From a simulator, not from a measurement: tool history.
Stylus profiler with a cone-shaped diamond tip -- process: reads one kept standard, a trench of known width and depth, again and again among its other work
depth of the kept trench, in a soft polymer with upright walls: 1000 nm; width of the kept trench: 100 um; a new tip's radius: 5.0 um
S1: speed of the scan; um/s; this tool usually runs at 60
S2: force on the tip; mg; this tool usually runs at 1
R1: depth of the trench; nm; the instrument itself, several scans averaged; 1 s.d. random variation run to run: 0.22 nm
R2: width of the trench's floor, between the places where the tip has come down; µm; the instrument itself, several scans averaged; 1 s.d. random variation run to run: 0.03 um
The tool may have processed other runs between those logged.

run    hour   S1    S2       R1     R2
  1       0   60     1   1006.1  93.53
  2    31.5   60     1  1006.17  93.48
  3    49.4   60     1  1006.37  93.54
  4    86.9   60     1  1006.28  93.54
  5   111.8   60     1  1006.16  93.57
  6   131.7   60     1  1006.31  93.51
  7     175   23     1     1006  93.76
  8   204.7   71     1  1006.76  93.49
  9   231.7   71     1   1005.9  93.44
 10   261.8   60     1  1005.89  93.45
 11   285.5   60  1.57  1008.25  93.63
 12     307   60     1  1005.94  93.54
 13     347   24     1   1006.4   93.8
 14   387.4   32     1  1006.04  93.73
 15   410.8   32     1  1006.17  93.76
 16     443   32     1   1005.7  93.74
 17   463.5   60     1  1005.97  93.49
      486.4  -- new tip fitted, height scale calibrated
 18   487.9  132     1   1006.3  92.98
 19   509.9  132     1  1006.06  92.99
 20   545.6  132     1  1006.29  92.99
 21   583.7  132     1  1006.13  92.97
 22   627.6  132     1  1005.83     93
 23     655  132     1  1006.18  93.01
 24   688.8   22   1.5  1007.79  93.86
 25   719.9  103  0.89  1005.37  93.12
 26   747.8  180  2.95  1012.78  93.16
 27   786.7  180  2.95  1012.26   93.2
 28   809.8   27  2.95  1012.36  93.87
 29     835   39   1.2  1007.21  93.79
 30   867.2   69  0.44  1003.22  93.21
 31   900.8   16  0.39  1003.06  93.81
 32   944.9  118  0.36  1002.92  92.46
 33     974   26  0.51  1003.72  93.71
 34  1010.2   37  0.37  1003.16  93.55
 35  1035.3  199  0.38  1003.17  91.49
 36  1068.3  199  0.38  1003.24  91.46
 37  1087.3   34  0.69  1005.03  93.68
 38  1105.6  124  0.69  1004.45  92.85
 39  1143.7  124  0.69  1004.42  92.79
 40  1168.2   53     1   1005.9   93.6
 41  1211.7   53     1  1006.16  93.58
 42  1238.4   15  1.44  1007.77  93.88
 43  1262.2   15  1.44  1007.61  93.91
 44    1298   78  1.56  1007.87  93.49
 45  1326.4  144     1  1006.42  92.93
 46  1356.5   18   1.2   1007.2  93.88

Branching from run 46: 3 alternative next runs. What would each branch give?
  A  1376.9  22  0.62   ?   ?
  B  1376.9  50  2.53   ?   ?
  C  1376.9  28  0.47   ?   ?

run       R1     R2
  A  1004.43  93.78
  B  1011.39  93.77
  C  1003.64  93.69
With the hidden condition removed and each run's random variation left untouched, the same runs would have given:
run       R1     R2
  A  1004.41  93.79
  B  1011.36  93.78
  C  1003.62   93.7
